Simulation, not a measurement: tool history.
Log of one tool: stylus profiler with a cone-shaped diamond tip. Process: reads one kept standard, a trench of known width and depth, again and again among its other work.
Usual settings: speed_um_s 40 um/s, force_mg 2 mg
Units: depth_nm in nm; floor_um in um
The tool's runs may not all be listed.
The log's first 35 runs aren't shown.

run	hour	speed_um_s	force_mg	scans with this tip	hours of work since the height scale was calibrated	depth_nm	floor_um
36	1768.1	133	1.09	14741	790	201.61	96.79
37	1813.4	133	1.09	15052	826	201.46	96.79
38	1877.4	23	3.79	15492	877	203.07	97.26
39	1922.6	23	3.79	15802	913	203.15	97.27
# hour 1929.7: height scale calibrated on a step standard
40	1965.9	125	1.35	16096	29	201.21	96.81
# hour 1997.9: new tip fitted, height scale calibrated
41	2027	125	1.35	200	23	201.39	97.75
42	2080.6	145	1.33	568	66	201.41	97.66
43	2122.6	18	4.48	856	99	203	98.17
44	2192	122	1.01	1333	154	201.23	97.67
45	2258.1	14	1.24	1788	207	201.49	98.04
46	2322.8	35	0.97	2232	258	201.31	97.9
47	2368.5	28	1.22	2546	295	201.43	97.94

Forecast each of these 3 alternatives for the next run:
A	2430.4	17	1.22	2971	344	?	?
B	2430.4	56	2	2971	344	?	?
C	2430.4	130	1.33	2971	344	?	?

run	depth_nm	floor_um
A	201.45	97.94
B	202.05	97.89
C	201.6	97.53
Without the tool's hidden state the same runs would have given:
run	depth_nm	floor_um
A	201.13	98.18
B	201.74	98.13
C	201.28	97.78

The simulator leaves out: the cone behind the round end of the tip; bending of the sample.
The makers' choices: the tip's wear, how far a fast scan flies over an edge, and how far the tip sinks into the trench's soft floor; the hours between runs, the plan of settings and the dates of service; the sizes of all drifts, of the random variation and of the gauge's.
